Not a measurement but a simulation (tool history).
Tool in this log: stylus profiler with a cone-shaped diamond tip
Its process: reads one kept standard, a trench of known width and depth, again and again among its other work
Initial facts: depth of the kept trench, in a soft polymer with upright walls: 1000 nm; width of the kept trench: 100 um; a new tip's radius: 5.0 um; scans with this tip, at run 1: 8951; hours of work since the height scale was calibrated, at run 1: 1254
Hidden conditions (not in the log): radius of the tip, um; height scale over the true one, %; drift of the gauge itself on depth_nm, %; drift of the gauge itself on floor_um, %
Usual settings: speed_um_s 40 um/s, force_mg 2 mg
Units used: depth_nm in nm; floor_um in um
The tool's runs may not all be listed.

run,hour,speed_um_s,force_mg,scans with this tip,hours of work since the height scale was calibrated,depth_nm,floor_um
1,0,40,2,8951,1254,1010.42,92.4
2,55.8,22,2,9203,1289,1010.52,92.51
3,91.9,22,2,9366,1312,1010.68,92.47
# hour 97.8: height scale calibrated on a step standard
4,143.4,22,2,9597,29,1005.15,92.46
5,195.5,40,1.9,9832,62,1004.45,92.26
6,237.6,40,1.9,10022,88,1004.95,92.24
7,294.9,40,1.9,10281,125,1004.85,92.25
8,343.7,40,5.8,10501,156,1010.48,92.31
9,399,40,5.8,10751,191,1010.83,92.32
10,449.8,40,2,10980,223,1005.84,92.23
11,490.4,30,2,11164,248,1005.82,92.21
12,536.5,40,4,11372,278,1008.71,92.17
13,573.9,105,4,11540,301,1009.04,91.78
14,607.6,40,2,11693,323,1006.15,92.07
15,669.5,18,1.56,11972,362,1005.98,92.16
16,698.6,18,1.56,12104,380,1005.9,92.12
17,751.7,22,2.26,12343,414,1007.01,92.1
18,782.8,16,2.26,12484,433,1007.17,92.19
19,821.7,32,4.97,12660,458,1010.71,92.06
20,868.2,17,5.66,12869,487,1011.54,92.09
21,912,17,5.66,13067,515,1011.89,92.09
22,964.9,54,1.19,13306,549,1005.43,91.61
23,1011.7,126,0.71,13518,578,1004.97,90.6
24,1072.1,103,1.45,13790,616,1006.12,91.2
25,1112.2,74,2.01,13971,642,1007.29,91.51
26,1145.5,74,2.01,14122,663,1007.39,91.51
27,1193.7,74,2.01,14339,693,1007.72,91.46
28,1247.4,83,1.31,14582,727,1006.66,91.26

3 options for the next run, each taken on its own from the tool as it stands now. Forecast them:
A,1291.9,67,4.96,14783,755,?,?
B,1291.9,20,2.98,14783,755,?,?
C,1291.9,29,0.71,14783,755,?,?

run,depth_nm,floor_um
A,1012.24,91.63
B,1009.54,91.83
C,1005.18,91.59
Take away the tool's hidden state, keep each run's random variation, and the runs would have read:
run,depth_nm,floor_um
A,1009.08,93.68
B,1006.38,93.88
C,1002.04,93.64
